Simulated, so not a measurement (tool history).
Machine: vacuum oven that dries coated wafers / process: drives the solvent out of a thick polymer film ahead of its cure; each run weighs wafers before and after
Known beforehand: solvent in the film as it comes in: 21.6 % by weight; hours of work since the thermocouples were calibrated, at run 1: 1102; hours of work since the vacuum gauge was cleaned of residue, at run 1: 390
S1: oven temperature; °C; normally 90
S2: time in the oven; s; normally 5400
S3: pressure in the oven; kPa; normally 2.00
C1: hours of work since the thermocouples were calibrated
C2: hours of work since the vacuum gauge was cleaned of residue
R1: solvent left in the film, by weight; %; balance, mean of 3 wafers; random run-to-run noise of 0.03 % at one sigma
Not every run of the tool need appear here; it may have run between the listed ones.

run,day,S1,S2,S3,C1,C2,R1
1,0.000,90,5400,2.00,1102,390,3.76
2,0.325,90,2760,2.00,1108,396,7.80
3,0.667,90,2760,2.00,1114,402,7.66
4,0.979,90,5400,2.00,1120,408,3.77
5,1.358,90,6600,2.00,1128,415,2.79
6,1.950,90,5880,2.00,1139,427,3.36
7,2.200,90,5400,2.00,1144,431,3.75
8,2.567,90,5400,2.00,1151,438,3.79
9,3.008,90,5400,2.00,1159,447,3.77
10,3.304,90,5400,2.00,1165,452,3.72
11,3.833,90,5400,2.00,1175,462,3.76
12,4.200,90,5400,2.00,1182,469,3.78
13,4.708,90,5400,2.00,1191,479,3.75
14,5.267,90,5400,4.89,1202,490,4.63
15,5.700,90,3780,2.00,1210,498,5.79
16,6.004,90,3780,2.00,1216,504,5.81
17,6.421,90,6540,2.00,1224,512,2.86
18,6.933,90,6540,2.00,1233,521,2.84
19,7.304,90,5400,2.16,1241,528,3.77
20,7.812,90,5400,2.16,1250,538,3.84
21,8.088,90,5400,2.16,1255,543,3.83
22,8.638,90,5400,2.16,1266,554,3.84
23,8.975,90,5400,2.16,1272,560,3.76
24,9.571,90,5400,5.53,1284,571,4.81
25,10.138,88,5400,5.79,1294,582,5.51
26,10.629,88,5400,5.79,1304,591,5.51
# day 10.750: oven's thermocouples calibrated
27,11.275,88,7020,5.79,10,602,4.18
28,11.554,88,7020,5.79,15,607,4.20
29,11.958,105,2760,4.54,23,615,3.90
30,12.325,105,2760,4.54,30,622,3.91
# day 12.892: oven's thermocouples calibrated, once more
31,12.971,105,2760,1.62,2,633,3.98
32,13.246,105,2760,1.62,7,638,4.00
33,13.762,79,2760,2.52,17,648,11.56
34,14.025,79,2760,2.52,22,653,11.72
35,14.633,79,2760,2.52,33,664,11.76
36,14.883,79,7260,2.00,38,669,5.93
37,15.317,79,7260,3.87,46,677,6.74
38,15.846,79,7260,2.07,56,687,6.04
39,16.108,84,4380,2.00,61,692,7.30
40,16.442,84,4380,2.00,67,699,7.25
41,17.008,90,7440,2.22,78,709,2.84
42,17.321,97,5400,1.92,84,715,2.60
43,17.767,99,4860,2.00,93,724,2.67
44,18.167,99,2880,3.16,100,731,5.68
45,18.542,99,2880,3.16,107,738,5.70
46,19.083,90,5400,5.62,118,749,5.50
47,19.558,90,3120,1.32,127,758,7.44

Each row is a separate what-if for the run after 47, all from the same tool condition, not one after another. Results?
A,19.958,84,5400,1.28,134,765,?
B,19.958,101,3420,2.42,134,765,?
C,19.958,97,3720,2.00,134,765,?
D,19.958,88,8280,2.09,134,765,?

run,R1
A,5.80
B,4.00
C,4.42
D,2.83
With no hidden state in the tool, these same runs would have given:
run,R1
A,5.80
B,4.02
C,4.44
D,2.78

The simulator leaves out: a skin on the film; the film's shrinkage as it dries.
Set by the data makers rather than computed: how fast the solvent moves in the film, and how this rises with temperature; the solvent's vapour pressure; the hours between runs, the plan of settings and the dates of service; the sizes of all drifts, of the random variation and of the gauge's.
